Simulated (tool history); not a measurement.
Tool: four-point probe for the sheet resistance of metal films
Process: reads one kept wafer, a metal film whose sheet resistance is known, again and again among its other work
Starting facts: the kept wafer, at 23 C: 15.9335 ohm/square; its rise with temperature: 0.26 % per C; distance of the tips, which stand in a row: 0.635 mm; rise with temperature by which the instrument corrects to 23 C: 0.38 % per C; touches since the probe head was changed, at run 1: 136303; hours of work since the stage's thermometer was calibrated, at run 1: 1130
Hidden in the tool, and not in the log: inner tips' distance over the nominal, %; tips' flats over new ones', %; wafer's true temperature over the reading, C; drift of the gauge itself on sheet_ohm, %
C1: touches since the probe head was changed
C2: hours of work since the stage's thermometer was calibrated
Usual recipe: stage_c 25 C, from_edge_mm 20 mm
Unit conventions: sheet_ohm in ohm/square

run 1 day=0.000 | stage_c=25 from_edge_mm=20 | C1=136303 C2=1130 | sheet_ohm=16.214852
run 2 day=3.475 | stage_c=25 from_edge_mm=20 | C1=140229 C2=1196 | sheet_ohm=16.217821
run 3 day=6.538 | stage_c=25 from_edge_mm=20 | C1=143687 C2=1254 | sheet_ohm=16.227270
run 4 day=9.025 | stage_c=33 from_edge_mm=20 | C1=146495 C2=1301 | sheet_ohm=16.071901
run 5 day=11.454 | stage_c=29 from_edge_mm=20 | C1=149240 C2=1346 | sheet_ohm=16.150176
run 6 day=14.575 | stage_c=25 from_edge_mm=20 | C1=152765 C2=1405 | sheet_ohm=16.242121
run 7 day=17.117 | stage_c=27 from_edge_mm=20 | C1=155637 C2=1453 | sheet_ohm=16.199066
run 8 day=19.517 | stage_c=26 from_edge_mm=20 | C1=158345 C2=1498 | sheet_ohm=16.229542
run 9 day=22.792 | stage_c=26 from_edge_mm=20 | C1=162045 C2=1560 | sheet_ohm=16.235436
run 10 day=24.575 | stage_c=25 from_edge_mm=20 | C1=164058 C2=1594 | sheet_ohm=16.260789
run 11 day=26.517 | stage_c=25 from_edge_mm=20 | C1=166254 C2=1630 | sheet_ohm=16.260188
run 12 day=29.962 | stage_c=25 from_edge_mm=20 | C1=170146 C2=1695 | sheet_ohm=16.257639
run 13 day=31.867 | stage_c=25 from_edge_mm=29 | C1=172294 C2=1731 | sheet_ohm=16.258524
run 14 day=34.854 | stage_c=25 from_edge_mm=20 | C1=175672 C2=1788 | sheet_ohm=16.272374
run 15 day=36.742 | stage_c=25 from_edge_mm=20 | C1=177800 C2=1823 | sheet_ohm=16.270950
run 16 day=40.050 | stage_c=25 from_edge_mm=20 | C1=181538 C2=1886 | sheet_ohm=16.287289
run 17 day=43.242 | stage_c=25 from_edge_mm=20 | C1=185144 C2=1946 | sheet_ohm=16.290920
run 18 day=45.021 | stage_c=25 from_edge_mm=5 | C1=187153 C2=1979 | sheet_ohm=16.418238
-- day=46.017 new probe head fitted
run 19 day=48.542 | stage_c=33 from_edge_mm=6 | C1=2852 C2=2045 | sheet_ohm=15.807103
run 20 day=50.200 | stage_c=32 from_edge_mm=6 | C1=4723 C2=2076 | sheet_ohm=15.830690
-- day=53.225 stage's thermometer calibrated
run 21 day=53.662 | stage_c=31 from_edge_mm=63 | C1=8610 C2=8 | sheet_ohm=15.731203
run 22 day=55.229 | stage_c=27 from_edge_mm=14 | C1=10381 C2=38 | sheet_ohm=15.834256
run 23 day=58.088 | stage_c=23 from_edge_mm=13 | C1=13608 C2=92 | sheet_ohm=15.916740
run 24 day=60.012 | stage_c=23 from_edge_mm=9 | C1=15780 C2=128 | sheet_ohm=15.939131
run 25 day=62.900 | stage_c=27 from_edge_mm=3 | C1=19042 C2=182 | sheet_ohm=16.194174
run 26 day=65.062 | stage_c=26 from_edge_mm=6 | C1=21487 C2=223 | sheet_ohm=15.944942
run 27 day=66.775 | stage_c=28 from_edge_mm=5 | C1=23421 C2=256 | sheet_ohm=15.942516
run 28 day=68.900 | stage_c=29 from_edge_mm=43 | C1=25822 C2=296 | sheet_ohm=15.796128
run 29 day=72.054 | stage_c=18 from_edge_mm=8 | C1=29385 C2=355 | sheet_ohm=16.072682
run 30 day=73.917 | stage_c=23 from_edge_mm=6 | C1=31487 C2=390 | sheet_ohm=16.013703
run 31 day=77.262 | stage_c=25 from_edge_mm=11 | C1=35268 C2=453 | sheet_ohm=15.912722
run 32 day=80.383 | stage_c=25 from_edge_mm=13 | C1=38789 C2=512 | sheet_ohm=15.908042
run 33 day=83.579 | stage_c=27 from_edge_mm=4 | C1=42398 C2=572 | sheet_ohm=16.059718
run 34 day=85.708 | stage_c=27 from_edge_mm=4 | C1=44803 C2=613 | sheet_ohm=16.068143
run 35 day=89.088 | stage_c=19 from_edge_mm=6 | C1=48620 C2=676 | sheet_ohm=16.117781

Subtracting, for every run, the result it would have given without the tool's unlogged condition from the measured result gives the following. The same run-to-run variation enters both numbers; the gauge's scatter may not:
run=1 sheet_ohm=+0.313682
run=2 sheet_ohm=+0.319376
run=3 sheet_ohm=+0.324645
run=4 sheet_ohm=+0.325415
run=5 sheet_ohm=+0.331052
run=6 sheet_ohm=+0.337905
run=7 sheet_ohm=+0.340933
run=8 sheet_ohm=+0.345437
run=9 sheet_ohm=+0.351187
run=10 sheet_ohm=+0.354623
run=11 sheet_ohm=+0.357568
run=12 sheet_ohm=+0.362925
run=13 sheet_ohm=+0.365892
run=14 sheet_ohm=+0.371256
run=15 sheet_ohm=+0.374311
run=16 sheet_ohm=+0.379774
run=17 sheet_ohm=+0.384671
run=18 sheet_ohm=+0.390239
run=19 sheet_ohm=-0.027501
run=20 sheet_ohm=-0.025081
run=21 sheet_ohm=-0.044002
run=22 sheet_ohm=-0.041796
run=23 sheet_ohm=-0.037410
run=24 sheet_ohm=-0.034422
run=25 sheet_ohm=-0.030485
run=26 sheet_ohm=-0.026512
run=27 sheet_ohm=-0.023890
run=28 sheet_ohm=-0.020282
run=29 sheet_ohm=-0.015688
run=30 sheet_ohm=-0.012960
run=31 sheet_ohm=-0.007205
run=32 sheet_ohm=-0.002112
run=33 sheet_ohm=+0.003054
run=34 sheet_ohm=+0.006556
run=35 sheet_ohm=+0.012306

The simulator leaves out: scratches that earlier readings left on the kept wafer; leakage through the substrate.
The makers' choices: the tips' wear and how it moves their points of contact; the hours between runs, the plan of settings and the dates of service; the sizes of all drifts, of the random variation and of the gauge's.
